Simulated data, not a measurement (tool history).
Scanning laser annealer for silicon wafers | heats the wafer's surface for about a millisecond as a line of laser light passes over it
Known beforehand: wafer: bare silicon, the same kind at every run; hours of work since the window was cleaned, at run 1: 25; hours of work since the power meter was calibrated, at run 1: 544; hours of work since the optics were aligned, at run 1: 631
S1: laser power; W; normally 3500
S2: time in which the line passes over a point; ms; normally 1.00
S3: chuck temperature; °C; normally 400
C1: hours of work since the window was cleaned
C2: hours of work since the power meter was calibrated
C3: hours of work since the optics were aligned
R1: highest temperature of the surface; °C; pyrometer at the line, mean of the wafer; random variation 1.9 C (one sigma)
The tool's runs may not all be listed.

Run 1, hour 0.0: usual settings; C1 25; C2 544; C3 631. Result: R1 1222 °C.
Run 2, hour 21.3: usual settings; C1 36; C2 555; C3 642. Result: R1 1222 °C.
Run 3, hour 61.0: usual settings; C1 58; C2 577; C3 664. Result: R1 1222 °C.
Run 4, hour 91.5: usual settings but S1 3111 W; C1 74; C2 593; C3 680. Result: R1 1118 °C.
Run 5, hour 112.2: usual settings but S1 3111 W; C1 86; C2 605; C3 692. Result: R1 1121 °C.
Run 6, hour 142.5: usual settings but S1 3757 W; C1 102; C2 621; C3 708. Result: R1 1287 °C.
Run 7, hour 161.2: usual settings but S1 3757 W; C1 112; C2 631; C3 718. Result: R1 1285 °C.
Run 8, hour 179.1: usual settings but S1 3757 W; C1 122; C2 641; C3 728. Result: R1 1279 °C.
Run 9, hour 204.5: usual settings; C1 136; C2 655; C3 742. Result: R1 1219 °C.
Run 10, hour 230.4: usual settings; C1 150; C2 669; C3 756. Result: R1 1216 °C.
Run 11, hour 254.3: usual settings; C1 163; C2 682; C3 769. Result: R1 1215 °C.
Run 12, hour 281.3: usual settings but S3 403 °C; C1 177; C2 697; C3 783. Result: R1 1220 °C.
Run 13, hour 319.9: usual settings but S3 403 °C; C1 198; C2 717; C3 804. Result: R1 1217 °C.
Run 14, hour 345.1: usual settings but S3 403 °C; C1 212; C2 731; C3 818. Result: R1 1211 °C.
Run 15, hour 377.5: usual settings but S1 3145 W, S3 403 °C; C1 230; C2 749; C3 836. Result: R1 1126 °C.
Run 16, hour 415.0: usual settings; C1 250; C2 769; C3 856. Result: R1 1213 °C.
Run 17, hour 441.0: usual settings; C1 264; C2 783; C3 870. Result: R1 1208 °C.
At hour 458.9: optics aligned, line set to its width.
Run 18, hour 477.8: usual settings; C1 281; C2 801; C3 10. Result: R1 1228 °C.
Run 19, hour 498.9: usual settings; C1 293; C2 812; C3 22. Result: R1 1227 °C.
Run 20, hour 522.4: usual settings; C1 306; C2 825; C3 34. Result: R1 1222 °C.
Run 21, hour 558.6: usual settings; C1 325; C2 844; C3 54. Result: R1 1222 °C.
Run 22, hour 591.9: usual settings but S1 3365 W, S3 403 °C; C1 343; C2 863; C3 72. Result: R1 1191 °C.
Run 23, hour 622.5: usual settings but S1 3688 W, S3 407 °C; C1 360; C2 879; C3 89. Result: R1 1273 °C.
Run 24, hour 648.8: usual settings but S1 3764 W, S2 0.86 ms, S3 395 °C; C1 374; C2 893; C3 103. Result: R1 1215 °C.
Run 25, hour 671.3: usual settings but S1 3764 W, S2 0.86 ms, S3 395 °C; C1 387; C2 906; C3 115. Result: R1 1215 °C.
Run 26, hour 695.2: usual settings but S1 3764 W, S2 0.86 ms, S3 395 °C; C1 400; C2 919; C3 128. Result: R1 1210 °C.
Run 27, hour 714.3: usual settings but S1 3067 W, S2 0.98 ms, S3 421 °C; C1 410; C2 929; C3 139. Result: R1 1123 °C.
Run 28, hour 742.0: usual settings but S1 3199 W, S3 366 °C; C1 425; C2 944; C3 154. Result: R1 1106 °C.
At hour 745.7: window over the wafer cleaned.
Run 29, hour 762.4: usual settings but S1 3199 W, S3 366 °C; C1 9; C2 954; C3 164. Result: R1 1096 °C.
Run 30, hour 800.1: usual settings but S1 3199 W, S3 366 °C; C1 30; C2 975; C3 184. Result: R1 1092 °C.
Run 31, hour 818.5: usual settings but S1 3472 W, S3 363 °C; C1 40; C2 985; C3 194. Result: R1 1159 °C.
At hour 830.7: window over the wafer cleaned, once more.
Run 32, hour 848.2: usual settings but S1 3472 W, S3 385 °C; C1 9; C2 1000; C3 209. Result: R1 1206 °C.
Run 33, hour 874.8: usual settings but S1 3472 W, S3 385 °C; C1 24; C2 1014; C3 224. Result: R1 1208 °C.
Run 34, hour 900.8: usual settings but S1 3472 W, S3 440 °C; C1 38; C2 1028; C3 238. Result: R1 1259 °C.
Run 35, hour 922.6: usual settings but S1 3548 W, S3 406 °C; C1 50; C2 1040; C3 250. Result: R1 1247 °C.
Run 36, hour 939.9: usual settings but S1 3548 W, S3 406 °C; C1 59; C2 1049; C3 259. Result: R1 1245 °C.
Run 37, hour 961.5: usual settings but S2 0.84 ms; C1 71; C2 1061; C3 271. Result: R1 1156 °C.
Run 38, hour 999.1: usual settings but S2 1.20 ms, S3 362 °C; C1 91; C2 1082; C3 291. Result: R1 1271 °C.
Run 39, hour 1016.0: usual settings but S2 1.20 ms, S3 362 °C; C1 101; C2 1091; C3 300. Result: R1 1270 °C.
Run 40, hour 1052.9: usual settings but S2 0.72 ms, S3 407 °C; C1 121; C2 1111; C3 320. Result: R1 1104 °C.
Run 41, hour 1081.7: usual settings but S1 3097 W, S2 0.81 ms; C1 136; C2 1126; C3 336. Result: R1 1045 °C.

Below, some changes in R1 between adjacent runs. For each, the amount present without the hidden state too (settings, incoming material, random variation) and the amount remaining for the hidden state with gauge scatter not shared by both compared results:
The hidden state here: light that passes the window, % of a clean one's; laser's true power over the reading, %; width of the line over the set one, %; drift of the gauge itself on peak_c, C.
Run 5 -> 6: S1 3111 -> 3757. R1 +166 °C: hidden state -5, all else +171.
Run 17 -> 18: optics aligned, line set to its width. R1 +20 °C: hidden state +15, all else +5.
Run 28 -> 29: window over the wafer cleaned. R1 -10 °C: hidden state -10, all else +0.
Run 31 -> 32: S3 363 -> 385, window over the wafer cleaned, once more. R1 +47 °C: hidden state +26, all else +21.
Run 37 -> 38: S2 0.84 -> 1.20, S3 400 -> 362. R1 +115 °C: hidden state -5, all else +120.
Run 39 -> 40: S2 1.20 -> 0.72, S3 362 -> 407. R1 -166 °C: hidden state +3, all else -169.

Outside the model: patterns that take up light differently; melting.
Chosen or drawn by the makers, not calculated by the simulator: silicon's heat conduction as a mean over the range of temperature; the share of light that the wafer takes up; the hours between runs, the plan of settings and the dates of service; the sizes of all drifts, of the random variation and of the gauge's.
